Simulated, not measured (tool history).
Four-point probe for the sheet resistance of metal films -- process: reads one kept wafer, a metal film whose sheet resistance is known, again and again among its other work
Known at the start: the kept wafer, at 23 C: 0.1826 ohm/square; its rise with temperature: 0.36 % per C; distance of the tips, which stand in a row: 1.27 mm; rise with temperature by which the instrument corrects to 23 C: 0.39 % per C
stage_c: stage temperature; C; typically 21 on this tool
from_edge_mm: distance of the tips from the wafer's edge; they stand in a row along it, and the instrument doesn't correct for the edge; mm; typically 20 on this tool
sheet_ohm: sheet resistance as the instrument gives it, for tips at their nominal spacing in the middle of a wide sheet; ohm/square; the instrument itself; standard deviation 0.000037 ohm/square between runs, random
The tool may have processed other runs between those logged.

{"run": 1, "hour": 0.0, "stage_c": 21, "from_edge_mm": 20, "sheet_ohm": 0.183973}
{"run": 2, "hour": 42.4, "stage_c": 35, "from_edge_mm": 20, "sheet_ohm": 0.183518}
{"run": 3, "hour": 74.3, "stage_c": 35, "from_edge_mm": 5, "sheet_ohm": 0.189365}
{"run": 4, "hour": 110.9, "stage_c": 35, "from_edge_mm": 5, "sheet_ohm": 0.189331}
{"hour": 114.2, "done": "stage's thermometer calibrated"}
{"run": 5, "hour": 143.8, "stage_c": 35, "from_edge_mm": 5, "sheet_ohm": 0.189326}
{"run": 6, "hour": 188.2, "stage_c": 21, "from_edge_mm": 6, "sheet_ohm": 0.188143}
{"run": 7, "hour": 222.5, "stage_c": 21, "from_edge_mm": 6, "sheet_ohm": 0.188195}
{"run": 8, "hour": 265.3, "stage_c": 30, "from_edge_mm": 49, "sheet_ohm": 0.1836}
{"run": 9, "hour": 291.8, "stage_c": 25, "from_edge_mm": 32, "sheet_ohm": 0.183926}
{"run": 10, "hour": 318.8, "stage_c": 33, "from_edge_mm": 27, "sheet_ohm": 0.183676}
{"run": 11, "hour": 363.4, "stage_c": 18, "from_edge_mm": 27, "sheet_ohm": 0.184459}
{"run": 12, "hour": 386.2, "stage_c": 19, "from_edge_mm": 20, "sheet_ohm": 0.18467}

Predict each of these 3 candidate next runs independently; none follows another, all start after run 12:
{"hour": 390.2, "done": "stage's thermometer calibrated, once more"}
{"run": "A", "hour": 410.3, "stage_c": 19, "from_edge_mm": 41, "sheet_ohm": "?"}
{"hour": 390.2, "done": "stage's thermometer calibrated, once more"}
{"run": "B", "hour": 410.3, "stage_c": 26, "from_edge_mm": 58, "sheet_ohm": "?"}
{"hour": 390.2, "done": "stage's thermometer calibrated, once more"}
{"run": "C", "hour": 410.3, "stage_c": 20, "from_edge_mm": 3, "sheet_ohm": "?"}

run=A sheet_ohm=0.184513
run=B sheet_ohm=0.184125
run=C sheet_ohm=0.200448
Stripped of hidden state, with their random variation kept, the same runs would have yielded:
run=A sheet_ohm=0.182895
run=B sheet_ohm=0.182511
run=C sheet_ohm=0.198704
